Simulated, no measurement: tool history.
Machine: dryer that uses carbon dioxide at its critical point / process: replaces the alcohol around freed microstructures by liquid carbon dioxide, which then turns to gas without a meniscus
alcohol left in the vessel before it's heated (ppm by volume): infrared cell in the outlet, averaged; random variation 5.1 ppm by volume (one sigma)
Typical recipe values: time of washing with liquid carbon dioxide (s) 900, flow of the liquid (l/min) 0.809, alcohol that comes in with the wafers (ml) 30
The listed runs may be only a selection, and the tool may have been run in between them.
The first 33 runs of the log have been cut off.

run,day,time of washing with liquid carbon dioxide (s),flow of the liquid (l/min),alcohol that comes in with the wafers (ml),hours of work since the filter was changed,hours of work since the purifier's bed was changed,alcohol left in the vessel before it's heated (ppm by volume)
34,63.808,1140,0.809,34,408,496,288
# day 64.35: purifier's bed changed
# day 65.425: inlet filter changed
35,65.696,1140,0.809,34,5,23,30
36,67.025,1140,0.809,34,28,46,41
37,68.421,900,0.493,47,52,70,677
38,69.883,600,0.493,47,78,95,2212
39,71.517,600,0.747,47,106,124,753
40,73.642,1320,0.589,40,143,161,124
41,75.112,1320,0.589,40,168,186,138
42,77.483,660,0.806,38,210,228,441
43,78.712,1200,0.914,76,231,249,153
44,80.188,660,0.698,47,257,275,792
45,81.858,660,0.698,47,286,304,815
46,82.988,660,0.784,47,305,323,615

Here are 3 independent what-if runs from the current tool condition. What would each one return?
A,84.321,840,1.21,30,329,347,?
B,84.321,660,0.809,30,329,347,?
C,84.321,1200,0.528,51,329,347,?

run,alcohol left in the vessel before it's heated (ppm by volume)
A,193
B,429
C,356
Without the tool's unlogged condition, the same runs would have read:
run,alcohol left in the vessel before it's heated (ppm by volume)
A,12
B,207
C,139

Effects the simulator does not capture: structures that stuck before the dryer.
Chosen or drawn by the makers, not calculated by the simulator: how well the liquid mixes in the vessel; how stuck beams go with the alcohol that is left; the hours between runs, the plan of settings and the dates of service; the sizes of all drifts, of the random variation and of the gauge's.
